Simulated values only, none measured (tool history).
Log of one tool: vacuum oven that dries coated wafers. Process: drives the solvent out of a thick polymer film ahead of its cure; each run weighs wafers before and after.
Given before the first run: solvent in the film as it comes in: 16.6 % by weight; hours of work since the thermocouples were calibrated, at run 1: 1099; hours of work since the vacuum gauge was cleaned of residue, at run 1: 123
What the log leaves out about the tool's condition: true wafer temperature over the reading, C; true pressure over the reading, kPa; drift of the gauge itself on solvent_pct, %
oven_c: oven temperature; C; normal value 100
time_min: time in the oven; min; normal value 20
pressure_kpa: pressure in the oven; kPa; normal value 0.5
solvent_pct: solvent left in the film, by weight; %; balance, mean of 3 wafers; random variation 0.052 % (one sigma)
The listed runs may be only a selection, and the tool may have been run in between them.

run   hour  oven_c  time_min  pressure_kpa  hours of work since the thermocouples were calibrated  hours of work since the vacuum gauge was cleaned of residue  solvent_pct
  1      0     100        20           0.5                                                   1099                                                          123          1.5
  2   16.1     100        20           0.5                                                   1110                                                          134         1.51
  3   36.3     110        20           0.5                                                   1123                                                          148         0.41
  4   61.3     100        20         0.533                                                   1140                                                          165         1.61
  5   86.6     100        20         0.533                                                   1157                                                          182         1.47
  6  106.9     100        20           0.5                                                   1171                                                          196         1.42
  7    119     100        20           0.5                                                   1179                                                          204         1.46
  8  135.3     100        20           0.5                                                   1190                                                          215         1.47
  9  164.1     100        20           0.5                                                   1210                                                          234         1.59
 10  178.1     100        28           0.5                                                   1219                                                          244         0.81
     195.4  -- oven's thermocouples calibrated
 11  198.3     100        20           0.5                                                      2                                                          256         1.48
 12  221.3     100        20           0.5                                                     18                                                          272         1.39
 13  236.9     100        20           0.5                                                     28                                                          282         1.38
 14  254.1     100        20         0.338                                                     40                                                          294          1.4
 15  283.1     100        20         0.338                                                     59                                                          314         1.42
 16  299.5      93        20           0.5                                                     70                                                          325         3.25
 17  323.2     100        25           0.5                                                     87                                                          341         0.98
 18  348.2     100        20           0.5                                                    103                                                          358         1.57
 19  373.1     100        20           0.5                                                    120                                                          374         1.47
 20  402.1     100        20           0.5                                                    140                                                          394         1.44
 21  425.1     100        20           0.5                                                    155                                                          410         1.51
 22  441.6     100        20           0.5                                                    167                                                          421         1.45
 23  467.2     102        20           0.5                                                    184                                                          438          1.1
 24  486.6     100        11           0.5                                                    197                                                          451         3.84
 25  501.7     100        11           0.5                                                    207                                                          461         3.86
 26    514     100        20         1.352                                                    216                                                          470         1.95
 27  528.3     106        20          0.85                                                    225                                                          479         0.71
 28  556.4     103        20           0.5                                                    244                                                          498         0.98
 29  579.2     103        20           0.5                                                    260                                                          514         1.05
 30  591.7     111        24         0.955                                                    268                                                          522         0.26
 31  610.2      96        16         1.622                                                    281                                                          535         3.91
 32  626.9     114        29          0.27                                                    292                                                          546         0.03
 33  652.1     114        29         0.515                                                    309                                                          563         0.18
 34  668.4     114        29         1.376                                                    320                                                          574         0.44
 35  690.5      86        18         1.747                                                    335                                                          589         6.74
 36  718.9      86        20           0.5                                                    354                                                          608         5.66
 37  734.5      95        13         1.443                                                    365                                                          619          5.1
 38  761.7      95        21         0.638                                                    383                                                          637         2.58
 39  776.6      95        21         0.638                                                    393                                                          647         2.55
 40    791     103        12         0.569                                                    403                                                          657         2.53
 41  813.1      88        34         0.569                                                    418                                                          672         2.61
 42  841.7      88        34         0.569                                                    437                                                          692         2.68
 43  868.1      88        34         0.569                                                    455                                                          709         2.66
 44  891.7     104        34         0.609                                                    471                                                          725         0.33
 45  918.3     103        28           0.5                                                    489                                                          743         0.45
 46  947.5     103        28           0.5                                                    509                                                          763         0.44
 47  960.3     103        28           0.5                                                    518                                                          772         0.46

Forecast each of these 3 alternatives for the next run:
  A  976.1      88        11          0.34                                                    528                                                          782            ?
  B  976.1     100        20          0.91                                                    528                                                          782            ?
  C  976.1      97        20         0.482                                                    528                                                          782            ?

run  solvent_pct
  A         7.73
  B          1.7
  C         2.11
Without the tool's hidden state the same runs would have given:
run  solvent_pct
  A         7.72
  B          1.7
  C         2.11
